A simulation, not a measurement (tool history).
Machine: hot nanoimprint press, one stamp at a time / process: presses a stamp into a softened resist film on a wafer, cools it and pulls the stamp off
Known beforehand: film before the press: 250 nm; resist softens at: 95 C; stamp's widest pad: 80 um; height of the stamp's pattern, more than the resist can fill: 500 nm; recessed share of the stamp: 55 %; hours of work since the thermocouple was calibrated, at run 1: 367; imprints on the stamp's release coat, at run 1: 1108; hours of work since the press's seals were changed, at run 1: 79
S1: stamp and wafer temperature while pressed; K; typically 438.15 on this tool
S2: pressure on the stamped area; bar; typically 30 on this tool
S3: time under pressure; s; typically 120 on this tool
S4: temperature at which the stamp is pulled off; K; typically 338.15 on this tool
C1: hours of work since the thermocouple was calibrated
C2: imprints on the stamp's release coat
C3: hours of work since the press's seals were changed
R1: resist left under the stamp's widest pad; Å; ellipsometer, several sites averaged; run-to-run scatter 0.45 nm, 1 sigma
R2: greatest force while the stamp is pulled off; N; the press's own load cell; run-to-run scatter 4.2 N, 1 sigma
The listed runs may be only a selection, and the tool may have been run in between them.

Run 1, day 0: usual settings; C1 367; C2 1108; C3 79. Result: R1 920 Å, R2 208 N.
Run 2, day 0.617: usual settings; C1 374; C2 1139; C3 86. Result: R1 925 Å, R2 208 N.
Run 3, day 1.425: usual settings; C1 383; C2 1179; C3 95. Result: R1 922 Å, R2 204 N.
Run 4, day 2.142: usual settings; C1 392; C2 1215; C3 103. Result: R1 923 Å, R2 201 N.
Run 5, day 2.958: usual settings; C1 401; C2 1255; C3 112. Result: R1 925 Å, R2 211 N.
Run 6, day 3.475: usual settings; C1 407; C2 1281; C3 118. Result: R1 925 Å, R2 202 N.
Run 7, day 4.083: usual settings; C1 414; C2 1311; C3 125. Result: R1 927 Å, R2 212 N.
Run 8, day 4.588: usual settings; C1 419; C2 1336; C3 131. Result: R1 927 Å, R2 210 N.
Run 9, day 5.279: usual settings; C1 427; C2 1370; C3 139. Result: R1 928 Å, R2 207 N.
Run 10, day 5.738: usual settings but S3 163 s; C1 433; C2 1393; C3 144. Result: R1 825 Å, R2 203 N.
Run 11, day 6.325: usual settings but S3 163 s; C1 439; C2 1422; C3 151. Result: R1 817 Å, R2 203 N.
At day 7.008: stamp cleaned and given a new release coat.
Run 12, day 7.229: usual settings; C1 447; C2 10; C3 158. Result: R1 932 Å, R2 208 N.
Run 13, day 7.783: usual settings; C1 453; C2 38; C3 165. Result: R1 943 Å, R2 199 N.
Run 14, day 8.329: usual settings but S3 119 s; C1 459; C2 65; C3 171. Result: R1 928 Å, R2 202 N.
Run 15, day 8.742: usual settings but S3 119 s; C1 464; C2 85; C3 175. Result: R1 938 Å, R2 201 N.
Run 16, day 9.283: usual settings but S1 445.15 K, S2 39 bar, S3 119 s; C1 470; C2 112; C3 182. Result: R1 576 Å, R2 204 N.
Run 17, day 10.05: usual settings but S1 445.15 K, S2 29.1 bar, S3 104 s; C1 479; C2 150; C3 190. Result: R1 715 Å, R2 206 N.
Run 18, day 10.533: usual settings but S1 445.15 K, S2 29.1 bar, S3 104 s; C1 484; C2 174; C3 196. Result: R1 707 Å, R2 199 N.
Run 19, day 11.179: usual settings but S4 341.15 K; C1 492; C2 206; C3 203. Result: R1 933 Å, R2 197 N.
Run 20, day 11.758: usual settings but S1 439.15 K, S2 37.9 bar, S3 204 s, S4 327.15 K; C1 498; C2 235; C3 210. Result: R1 635 Å, R2 221 N.
Run 21, day 12.404: usual settings but S1 435.15 K, S3 191 s, S4 332.15 K; C1 506; C2 267; C3 217. Result: R1 916 Å, R2 209 N.
Run 22, day 12.967: usual settings but S1 435.15 K, S3 191 s, S4 332.15 K; C1 512; C2 295; C3 224. Result: R1 919 Å, R2 216 N.
Run 23, day 13.417: usual settings but S1 435.15 K, S3 191 s, S4 332.15 K; C1 517; C2 317; C3 229. Result: R1 915 Å, R2 207 N.
Run 24, day 14.175: usual settings but S1 435.15 K, S3 194 s, S4 331.15 K; C1 526; C2 355; C3 237. Result: R1 908 Å, R2 210 N.
Run 25, day 14.721: usual settings but S1 444.15 K, S2 33.5 bar; C1 532; C2 382; C3 243. Result: R1 658 Å, R2 205 N.
Run 26, day 15.408: usual settings but S1 444.15 K, S2 33.5 bar; C1 540; C2 416; C3 251. Result: R1 657 Å, R2 209 N.
Run 27, day 15.812: usual settings but S1 444.15 K, S2 33.5 bar, S4 323.15 K; C1 544; C2 436; C3 256. Result: R1 654 Å, R2 222 N.
Run 28, day 16.579: usual settings but S1 444.15 K, S2 23 bar, S4 323.15 K; C1 553; C2 474; C3 265. Result: R1 810 Å, R2 230 N.
Run 29, day 17.079: usual settings but S1 447.15 K, S2 25.4 bar, S3 78 s, S4 325.15 K; C1 559; C2 499; C3 270. Result: R1 781 Å, R2 216 N.

Predict the results of run 30:
At day 17.479: plate thermocouple calibrated.
Run 30, day 18.021: usual settings but S1 447.15 K, S2 22.1 bar, S3 186 s, S4 325.15 K; C1 6; C2 539; C3 280. Result: R1 ?, R2 ?.

Run 30 gave R1 597 Å, R2 223 N.
Minus the tool's unlogged condition, the same run would have read R1 582 Å, R2 222 N.
